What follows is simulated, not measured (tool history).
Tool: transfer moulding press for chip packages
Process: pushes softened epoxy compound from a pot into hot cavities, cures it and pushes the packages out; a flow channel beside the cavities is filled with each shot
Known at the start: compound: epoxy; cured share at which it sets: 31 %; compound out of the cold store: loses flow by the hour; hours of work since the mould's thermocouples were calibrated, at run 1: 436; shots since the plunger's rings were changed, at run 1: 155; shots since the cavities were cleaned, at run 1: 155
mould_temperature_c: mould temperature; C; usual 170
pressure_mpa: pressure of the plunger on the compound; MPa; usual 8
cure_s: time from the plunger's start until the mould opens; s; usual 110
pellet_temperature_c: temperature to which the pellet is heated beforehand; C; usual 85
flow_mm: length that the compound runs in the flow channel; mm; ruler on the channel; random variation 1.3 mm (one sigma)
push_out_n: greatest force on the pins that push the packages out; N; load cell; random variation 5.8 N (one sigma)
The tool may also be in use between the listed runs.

run    hour  mould_temperature_c  pressure_mpa  cure_s  pellet_temperature_c  hours of work since the mould's thermocouples were calibrated  shots since the plunger's rings were changed  shots since the cavities were cleaned  incoming compound's hours out of the cold store  flow_mm  push_out_n
  1       0                  170             8     110                    85                                                            436                                           155                                    155                                              8.5      541         271
  2    31.3                  170             8     110                    85                                                            454                                           441                                    441                                             22.9      505         337
       43.3  -- cavities cleaned with cleaning compound and waxed
  3      64                  170             8     110                    85                                                            472                                           724                                    189                                             11.6      528         286
      104.2  -- cavities cleaned with cleaning compound and waxed
  4   122.8                  170             8     110                    85                                                            505                                          1245                                    169                                             30.9      482         265
  5   156.2                  170             8     110                    85                                                            524                                          1549                                    473                                             40.1      461         346
      166.9  -- cavities cleaned with cleaning compound and waxed
  6   185.5                  170             8     120                    85                                                            541                                          1802                                    169                                             19.4      500         260
  7   213.2                  170             8      92                    85                                                            557                                          2054                                    421                                             10.8      515         427
        229  -- cavities cleaned with cleaning compound and waxed
  8   250.8                  170             8     110                    83                                                            578                                          2382                                    198                                              9.6      513         264
      292.2  -- cavities cleaned with cleaning compound and waxed
  9   303.5                  170             8     110                    83                                                            607                                          2848                                    103                                             32.5      468         258
      329.9  -- plunger's sealing rings changed
      356.9  -- cavities cleaned with cleaning compound and waxed
 10     359                  170             8     110                    83                                                            637                                           250                                     19                                             35.3      484         219
 11   392.4                  170             8     110                    83                                                            657                                           555                                    324                                             12.7      525         322
      419.3  -- cavities cleaned with cleaning compound and waxed
 12   448.5                  170             8     110                    85                                                            688                                          1052                                    266                                             41.7      465         294
      479.3  -- cavities cleaned with cleaning compound and waxed
 13   482.1                  170             8     110                    85                                                            707                                          1344                                     26                                             37.7      470         239
      543.1  -- cavities cleaned with cleaning compound and waxed
 14   545.4                  170             8     110                    85                                                            743                                          1905                                     20                                             22.8      493         234
        585  -- mould's thermocouples calibrated
 15   601.7                  170             8      96                    90                                                             10                                          2399                                    514                                             18.3      496         382
      608.7  -- cavities cleaned with cleaning compound and waxed
      669.5  -- cavities cleaned with cleaning compound and waxed
 16   670.7                  177          7.49      94                    83                                                             48                                          3000                                     12                                             29.8      441         222
      677.3  -- plunger's sealing rings changed
 17   706.4                  170          8.83      92                    86                                                             67                                           265                                    314                                              8.1      563         378
      731.2  -- cavities cleaned with cleaning compound and waxed
 18   746.8                  166          7.44     120                    82                                                             90                                           618                                    141                                             46.1      450         258
      792.2  -- cavities cleaned with cleaning compound and waxed
 19   806.1                  166          8.88     110                    86                                                            123                                          1145                                    127                                               42      493         294
 20   845.3                  177          9.47     145                    89                                                            146                                          1501                                    483                                             21.6      526         294
        855  -- cavities cleaned with cleaning compound and waxed
 21   900.7                  170             8     110                    76                                                            177                                          1991                                    416                                               29      480         341
      916.5  -- cavities cleaned with cleaning compound and waxed
 22   957.2                  170             8     137                    86                                                            209                                          2492                                    371                                             43.8      446         296
      976.4  -- cavities cleaned with cleaning compound and waxed
 23  1015.7                  165             8     137                    86                                                            242                                          3010                                    358                                             47.7      446         283
     1025.3  -- plunger's sealing rings changed
     1038.7  -- cavities cleaned with cleaning compound and waxed
 24  1066.1                  165          6.88     127                    86                                                            269                                           358                                    249                                             44.7      439         278
     1098.4  -- cavities cleaned with cleaning compound and waxed
 25  1098.4                  176           9.4     136                    85                                                            287                                           638                                      0                                             37.3      504         184
 26  1132.5                  176           9.4     136                    85                                                            307                                           948                                    310                                             38.3      500         267

4 ways to go on from here, each from the tool as it stands after run 26. What would each give?
     1161.2  -- cavities cleaned with cleaning compound and waxed
  A  1177.6                  170          9.58     110                    88                                                            332                                          1345                                    149                                             14.4        ?           ?
     1161.2  -- cavities cleaned with cleaning compound and waxed
  B  1177.6                  176          9.22     118                    85                                                            332                                          1345                                    149                                             21.8        ?           ?
     1161.2  -- cavities cleaned with cleaning compound and waxed
  C  1177.6                  167          9.36     136                    75                                                            332                                          1345                                    149                                             31.9        ?           ?
     1161.2  -- cavities cleaned with cleaning compound and waxed
  D  1177.6                  170           6.3     143                    81                                                            332                                          1345                                    149                                             39.1        ?           ?

run  flow_mm  push_out_n
  A      562         257
  B      524         235
  C      527         250
  D      417         228
Without the tool's hidden state the same runs would have given:
run  flow_mm  push_out_n
  A      576         207
  B      537         192
  C      539         203
  D      427         187
